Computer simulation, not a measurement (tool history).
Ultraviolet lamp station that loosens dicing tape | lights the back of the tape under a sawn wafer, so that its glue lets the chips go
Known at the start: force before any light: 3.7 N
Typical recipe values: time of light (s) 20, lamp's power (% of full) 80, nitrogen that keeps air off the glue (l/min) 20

run   hour  time of light (s)  lamp's power (% of full)  nitrogen that keeps air off the glue (l/min)  force that peels the tape off (N)  light that reached the tape (mJ/cm²)
  1      0                 20                        80                                            20                              0.364                                   238
  2   19.7                 20                        80                                            20                              0.361                                   235
  3   39.3                 20                        80                                            20                               0.39                                   234
  4   55.5                 20                        80                                            20                              0.387                                   240
  5   80.1                 20                        80                                            21                              0.362                                   233
  6   94.1                 20                        80                                            34                              0.283                                   236
  7  117.7                 13                        75                                            20                              0.929                                   140
  8  133.8                 20                        65                                            13                              0.767                                   188
  9  154.7                 20                        65                                            13                              0.813                                   186
 10    177                 11                        83                                            38                              0.787                                   132

Run by run, hidden condition taken away, random variation retained:
What the log doesn't record here: lamp's light, % of a new lamp's; light that the window lets through, % of a clean one's; drift of the gauge itself on peel_n, %; drift of the gauge itself on dose_mj_cm2, %.
run  force that peels the tape off (N)  light that reached the tape (mJ/cm²)
  1                              0.285                                   267
  2                              0.279                                   265
  3                                0.3                                   265
  4                              0.294                                   272
  5                              0.271                                   266
  6                              0.207                                   270
  7                              0.755                                   162
  8                              0.601                                   218
  9                              0.634                                   217
 10                              0.608                                   154
